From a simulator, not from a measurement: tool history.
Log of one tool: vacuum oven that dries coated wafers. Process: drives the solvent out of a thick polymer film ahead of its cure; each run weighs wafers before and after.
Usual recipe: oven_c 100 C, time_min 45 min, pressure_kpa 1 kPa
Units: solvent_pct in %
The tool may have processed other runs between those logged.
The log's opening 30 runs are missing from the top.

run    hour  oven_c  time_min  pressure_kpa  hours of work since the thermocouples were calibrated  hours of work since the vacuum gauge was cleaned of residue  solvent_pct
 31  1456.1     100        53             1                                                    442                                                         1816         1.13
 32  1510.9     100        53             1                                                    470                                                         1844         1.19
 33  1568.7     100        53             1                                                    499                                                         1874         1.23
 34  1631.4     109        30          0.92                                                    531                                                         1906         1.81
 35  1673.5     109        30          0.92                                                    553                                                         1927         1.84
 36  1741.3     110        48          2.81                                                    587                                                         1962         0.81
 37  1778.1      91        62           3.2                                                    606                                                         1981          2.5
 38  1819.4      86        45          2.06                                                    627                                                         2002         4.55
       1865  -- oven's thermocouples calibrated
 39  1885.9      86        60          1.13                                                     11                                                         2034          2.9
 40  1919.6      90        24          2.43                                                     28                                                         2052          6.8
 41  1953.7      90        24          2.43                                                     45                                                         2069         6.92
 42  2020.4      90        24          2.43                                                     79                                                         2103         6.82
 43  2050.1      90        24          2.43                                                     94                                                         2118         6.94

The next listed run, before its measurement:
 44  2106.1     101        59          0.97                                                    123                                                         2147            ?

solvent_pct: 0.84 %
With the hidden condition absent and the run-to-run variation left alone, this run would have shown solvent_pct 0.83 %.
